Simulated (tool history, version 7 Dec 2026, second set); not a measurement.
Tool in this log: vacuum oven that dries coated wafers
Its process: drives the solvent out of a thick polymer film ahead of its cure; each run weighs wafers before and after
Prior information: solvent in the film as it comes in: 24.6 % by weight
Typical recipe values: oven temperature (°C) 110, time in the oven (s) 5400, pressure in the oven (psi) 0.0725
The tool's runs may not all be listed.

run   hour  oven temperature (°C)  time in the oven (s)  pressure in the oven (psi)  solvent left in the film (%)
  1      0                    110                  5400                      0.0725                          3.41
  2     41                    110                  5400                      0.0725                           3.4
  3   91.2                    110                  5400                      0.0725                          3.37
  4  133.5                    110                  5400                      0.0725                          3.45
  5  162.8                    110                  5760                      0.0725                          3.04
  6  191.4                    110                  5400                      0.0383                          3.18
  7  221.4                    110                  5400                      0.0383                           3.2
  8  273.6                    110                  5400                      0.0725                          3.39
  9  308.9                    110                  5400                      0.0725                          3.39
 10  332.4                    110                  5400                      0.0725                          3.37
 11  361.8                    110                  5400                      0.0725                          3.37
 12  395.9                    102                  4020                      0.1926                          8.11
 13  446.3                    110                  6180                      0.0725                          2.72
     453.2  -- oven's thermocouples calibrated
 14  480.7                    102                  9180                      0.0725                          2.49
 15  503.3                    110                  9360                       0.087                          1.38
 16  553.5                    110                  9360                       0.087                          1.34
     559.1  -- oven's thermocouples calibrated, once more
 17  591.8                    110                  9360                       0.087                          1.42
 18  625.7                     98                  7560                      0.2738                          6.08
 19  658.8                    110                  6540                      0.0956                          2.67
 20  680.7                    112                  3000                      0.2583                          7.49
 21  712.4                     98                  3000                      0.2023                         11.54

Per-run results on a tool with no hidden state, each run keeping its own random variation:
Hidden state present: true wafer temperature over the reading, C; true pressure over the reading, kPa; drift of the gauge itself on solvent_pct, %.
run  solvent left in the film (%)
  1                          3.31
  2                          3.31
  3                          3.28
  4                          3.36
  5                          2.95
  6                          3.09
  7                          3.11
  8                          3.31
  9                          3.31
 10                          3.29
 11                          3.29
 12                          8.06
 13                          2.63
 14                          2.34
 15                          1.24
 16                          1.19
 17                          1.18
 18                          5.75
 19                          2.44
 20                          7.32
 21                         11.32

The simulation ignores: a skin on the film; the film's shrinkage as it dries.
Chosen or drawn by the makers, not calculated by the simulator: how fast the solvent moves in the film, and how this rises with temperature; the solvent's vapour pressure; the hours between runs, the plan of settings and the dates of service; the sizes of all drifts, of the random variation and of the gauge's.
